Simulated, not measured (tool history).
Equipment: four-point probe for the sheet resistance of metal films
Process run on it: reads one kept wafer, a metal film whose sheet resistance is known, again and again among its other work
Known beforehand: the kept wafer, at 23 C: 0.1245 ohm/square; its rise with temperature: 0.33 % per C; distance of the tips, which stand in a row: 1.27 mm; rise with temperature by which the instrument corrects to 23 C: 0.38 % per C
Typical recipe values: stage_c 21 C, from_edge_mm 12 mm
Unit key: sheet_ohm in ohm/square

Run 1, hour 0: usual settings. Result: sheet_ohm 0.125596 ohm/square.
Run 2, hour 18.2: usual settings. Result: sheet_ohm 0.125571 ohm/square.
Run 3, hour 37.4: usual settings but stage_c 22 C. Result: sheet_ohm 0.125588 ohm/square.
Run 4, hour 61.3: usual settings but stage_c 22 C. Result: sheet_ohm 0.125541 ohm/square.
Run 5, hour 83.6: usual settings but stage_c 22 C. Result: sheet_ohm 0.125537 ohm/square.
Run 6, hour 123.5: usual settings but stage_c 34 C. Result: sheet_ohm 0.124843 ohm/square.
Run 7, hour 163.3: usual settings but stage_c 34 C. Result: sheet_ohm 0.124838 ohm/square.
Run 8, hour 195.1: usual settings. Result: sheet_ohm 0.125572 ohm/square.
Run 9, hour 223.4: usual settings. Result: sheet_ohm 0.125599 ohm/square.
Run 10, hour 250.8: usual settings. Result: sheet_ohm 0.1256 ohm/square.
Run 11, hour 277.6: usual settings. Result: sheet_ohm 0.125593 ohm/square.
Run 12, hour 316.2: usual settings. Result: sheet_ohm 0.125578 ohm/square.
Run 13, hour 339.3: usual settings. Result: sheet_ohm 0.125543 ohm/square.
Run 14, hour 362.9: usual settings. Result: sheet_ohm 0.125568 ohm/square.
Run 15, hour 390.6: usual settings but from_edge_mm 10 mm. Result: sheet_ohm 0.125878 ohm/square.
Run 16, hour 409.7: usual settings but stage_c 22 C, from_edge_mm 7 mm. Result: sheet_ohm 0.126903 ohm/square.
Run 17, hour 438.2: usual settings but stage_c 22 C, from_edge_mm 7 mm. Result: sheet_ohm 0.126929 ohm/square.
Run 18, hour 473.3: usual settings but stage_c 22 C, from_edge_mm 7 mm. Result: sheet_ohm 0.12692 ohm/square.
Run 19, hour 512.6: usual settings but stage_c 27 C, from_edge_mm 7 mm. Result: sheet_ohm 0.126539 ohm/square.
Run 20, hour 540.2: usual settings but stage_c 18 C, from_edge_mm 4 mm. Result: sheet_ohm 0.131413 ohm/square.
Run 21, hour 572: usual settings but stage_c 34 C, from_edge_mm 31 mm. Result: sheet_ohm 0.124135 ohm/square.
Run 22, hour 603: usual settings but stage_c 22 C, from_edge_mm 15 mm. Result: sheet_ohm 0.125223 ohm/square.
Run 23, hour 627: usual settings but stage_c 22 C, from_edge_mm 15 mm. Result: sheet_ohm 0.125198 ohm/square.
Run 24, hour 651.7: usual settings but stage_c 23 C, from_edge_mm 6 mm. Result: sheet_ohm 0.127646 ohm/square.
Run 25, hour 690.7: usual settings but stage_c 22 C. Result: sheet_ohm 0.125449 ohm/square.
Run 26, hour 724.6: usual settings but stage_c 34 C, from_edge_mm 4 mm. Result: sheet_ohm 0.130315 ohm/square.
Run 27, hour 762.6: usual settings but stage_c 18 C, from_edge_mm 4 mm. Result: sheet_ohm 0.131319 ohm/square.
Run 28, hour 794.3: usual settings but stage_c 22 C, from_edge_mm 14 mm. Result: sheet_ohm 0.12525 ohm/square.
Run 29, hour 829.9: usual settings but stage_c 20 C, from_edge_mm 34 mm. Result: sheet_ohm 0.124926 ohm/square.

Forecast each of these 3 alternatives for the next run:
Run A, hour 854.8: usual settings but stage_c 35 C, from_edge_mm 4 mm. Result: sheet_ohm ?.
Run B, hour 854.8: usual settings but stage_c 31 C. Result: sheet_ohm ?.
Run C, hour 854.8: usual settings but stage_c 31 C, from_edge_mm 50 mm. Result: sheet_ohm ?.

run  sheet_ohm
  A   0.130271
  B   0.124872
  C   0.124196
With no hidden state in the tool, these same runs would have given:
run  sheet_ohm
  A   0.130147
  B   0.124754
  C   0.124079

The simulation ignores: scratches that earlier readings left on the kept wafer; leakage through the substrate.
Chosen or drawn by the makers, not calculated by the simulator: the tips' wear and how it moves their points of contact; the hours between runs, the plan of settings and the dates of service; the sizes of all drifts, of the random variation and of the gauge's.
